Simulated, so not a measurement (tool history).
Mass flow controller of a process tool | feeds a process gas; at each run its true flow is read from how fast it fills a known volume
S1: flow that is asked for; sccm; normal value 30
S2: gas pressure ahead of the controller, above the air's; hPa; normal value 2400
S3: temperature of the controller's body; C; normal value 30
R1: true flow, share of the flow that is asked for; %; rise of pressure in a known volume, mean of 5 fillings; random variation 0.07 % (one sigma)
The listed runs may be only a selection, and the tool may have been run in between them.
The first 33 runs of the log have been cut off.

run,hour,S1,S2,S3,R1
34,4477.1,63,2320,34,101.7
35,4616.6,30,1440,30,103.35
36,4699.2,30,1440,30,103.5
37,4850,30,1440,30,103.53
38,4932.7,30,1440,30,103.51
39,5086.6,30,1440,30,103.64
40,5276.1,30,1440,30,103.79
41,5358.1,13,1950,29,107.17
42,5485.9,30,2070,28,103.22
43,5589.2,30,2070,28,103.46
44,5775.8,15,1460,33,107.18
45,5901.2,15,1460,33,107.17
46,6019.4,15,1460,23,106.97

Here are 5 independent what-if runs from the current tool condition. What would each one return?
A,6158.1,13,1460,23,?
B,6158.1,42,2050,33,?
C,6158.1,13,1420,36,?
D,6158.1,75,1740,26,?
E,6158.1,12,1850,26,?

run,R1
A,108.25
B,102.94
C,108.54
D,102.26
E,108.69
With the hidden condition removed and each run's random variation left untouched, the same runs would have given:
run,R1
A,99.6
B,99.69
C,99.89
D,100.09
E,99.39
